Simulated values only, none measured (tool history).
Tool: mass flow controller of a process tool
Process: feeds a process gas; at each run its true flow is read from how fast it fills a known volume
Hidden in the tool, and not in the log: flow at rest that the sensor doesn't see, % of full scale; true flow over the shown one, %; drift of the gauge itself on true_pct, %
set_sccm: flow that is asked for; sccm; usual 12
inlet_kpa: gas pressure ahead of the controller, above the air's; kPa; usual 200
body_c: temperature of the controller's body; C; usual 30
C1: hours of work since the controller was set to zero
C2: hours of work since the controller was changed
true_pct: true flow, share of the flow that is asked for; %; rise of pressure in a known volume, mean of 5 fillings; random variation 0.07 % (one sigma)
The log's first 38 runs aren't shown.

{"run": 39, "hour": 9540.2, "set_sccm": 19, "inlet_kpa": 246, "body_c": 27, "C1": 7718, "C2": 7718, "true_pct": 100.62}
{"run": 40, "hour": 9718.8, "set_sccm": 19, "inlet_kpa": 246, "body_c": 27, "C1": 7810, "C2": 7810, "true_pct": 100.6}
{"run": 41, "hour": 9911.1, "set_sccm": 19, "inlet_kpa": 246, "body_c": 27, "C1": 7908, "C2": 7908, "true_pct": 100.71}
{"run": 42, "hour": 10114.8, "set_sccm": 19, "inlet_kpa": 246, "body_c": 30, "C1": 8013, "C2": 8013, "true_pct": 100.85}
{"run": 43, "hour": 10413.3, "set_sccm": 9, "inlet_kpa": 200, "body_c": 30, "C1": 8166, "C2": 8166, "true_pct": 99.96}
{"run": 44, "hour": 10710.0, "set_sccm": 19, "inlet_kpa": 200, "body_c": 30, "C1": 8319, "C2": 8319, "true_pct": 101.33}
{"hour": 10796.0, "done": "controller exchanged for a calibrated one"}
{"run": 45, "hour": 10925.9, "set_sccm": 19, "inlet_kpa": 200, "body_c": 30, "C1": 67, "C2": 67, "true_pct": 101.25}
{"run": 46, "hour": 11192.6, "set_sccm": 19, "inlet_kpa": 200, "body_c": 30, "C1": 204, "C2": 204, "true_pct": 101.44}
{"run": 47, "hour": 11456.6, "set_sccm": 19, "inlet_kpa": 200, "body_c": 30, "C1": 339, "C2": 339, "true_pct": 101.35}

Forecast each of these 5 alternatives for the next run:
{"run": "A", "hour": 11674.5, "set_sccm": 18, "inlet_kpa": 218, "body_c": 21, "C1": 451, "C2": 451, "true_pct": "?"}
{"run": "B", "hour": 11674.5, "set_sccm": 14, "inlet_kpa": 200, "body_c": 30, "C1": 451, "C2": 451, "true_pct": "?"}
{"run": "C", "hour": 11674.5, "set_sccm": 12, "inlet_kpa": 143, "body_c": 29, "C1": 451, "C2": 451, "true_pct": "?"}
{"run": "D", "hour": 11674.5, "set_sccm": 4, "inlet_kpa": 203, "body_c": 21, "C1": 451, "C2": 451, "true_pct": "?"}
{"run": "E", "hour": 11674.5, "set_sccm": 5, "inlet_kpa": 200, "body_c": 38, "C1": 451, "C2": 451, "true_pct": "?"}

run=A true_pct=100.83
run=B true_pct=100.93
run=C true_pct=100.83
run=D true_pct=99.26
run=E true_pct=99.95
Without the tool's hidden state the same runs would have given:
run=A true_pct=99.41
run=B true_pct=99.51
run=C true_pct=99.41
run=D true_pct=97.86
run=E true_pct=98.54

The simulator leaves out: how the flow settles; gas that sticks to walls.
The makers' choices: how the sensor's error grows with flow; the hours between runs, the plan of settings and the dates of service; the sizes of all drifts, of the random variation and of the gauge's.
